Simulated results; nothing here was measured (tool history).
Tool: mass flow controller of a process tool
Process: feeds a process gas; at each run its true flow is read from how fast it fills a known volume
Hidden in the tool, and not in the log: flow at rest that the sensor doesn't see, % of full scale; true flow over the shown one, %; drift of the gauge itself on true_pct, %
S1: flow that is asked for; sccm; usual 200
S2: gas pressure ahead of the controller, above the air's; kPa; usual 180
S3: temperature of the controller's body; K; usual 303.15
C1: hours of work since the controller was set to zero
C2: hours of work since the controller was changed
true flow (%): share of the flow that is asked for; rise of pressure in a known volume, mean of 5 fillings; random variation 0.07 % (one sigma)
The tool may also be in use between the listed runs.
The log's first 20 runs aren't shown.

At day 103.404: controller's zero set anew.
Run 21, day 106.988: usual settings but S1 198 sccm, S2 147 kPa, S3 296.15 K; C1 39; C2 2908. Result: true flow (%) 98.94.
Run 22, day 110.442: usual settings but S1 280 sccm, S2 219 kPa, S3 302.15 K; C1 77; C2 2946. Result: true flow (%) 98.65.
Run 23, day 118.238: usual settings but S1 328 sccm, S2 203 kPa, S3 308.15 K; C1 163; C2 3031. Result: true flow (%) 98.44.
Run 24, day 122.075: usual settings but S1 315 sccm, S2 145 kPa, S3 308.15 K; C1 205; C2 3074. Result: true flow (%) 98.31.
Run 25, day 127.475: usual settings but S1 54 sccm, S3 305.15 K; C1 265; C2 3133. Result: true flow (%) 101.78.
At day 134.704: controller's zero set anew, once more.
Run 26, day 134.712: usual settings but S1 54 sccm, S3 309.15 K; C1 0; C2 3212. Result: true flow (%) 95.91.
Run 27, day 138.712: usual settings but S1 54 sccm, S3 309.15 K; C1 44; C2 3256. Result: true flow (%) 95.95.
Run 28, day 144.438: usual settings but S1 213 sccm, S2 174 kPa, S3 301.15 K; C1 107; C2 3319. Result: true flow (%) 97.24.
Run 29, day 147.896: usual settings but S1 246 sccm, S3 296.15 K; C1 145; C2 3357. Result: true flow (%) 97.69.
Run 30, day 154.733: usual settings but S1 246 sccm, S3 296.15 K; C1 220; C2 3433. Result: true flow (%) 97.82.

Forecast each of these 4 alternatives for the next run:
Run A, day 159.396: usual settings but S1 246 sccm; C1 272; C2 3484. Result: true flow (%) ?.
Run B, day 159.396: usual settings but S1 246 sccm, S2 234 kPa, S3 296.15 K; C1 272; C2 3484. Result: true flow (%) ?.
Run C, day 159.396: usual settings but S1 387 sccm, S2 151 kPa, S3 295.15 K; C1 272; C2 3484. Result: true flow (%) ?.
Run D, day 159.396: usual settings but S1 146 sccm, S3 311.15 K; C1 272; C2 3484. Result: true flow (%) ?.

run  true flow (%)
  A          97.39
  B          97.82
  C          98.46
  D          96.16
Without the tool's hidden state the same runs would have given:
run  true flow (%)
  A          98.39
  B          98.82
  C           99.5
  D          97.09
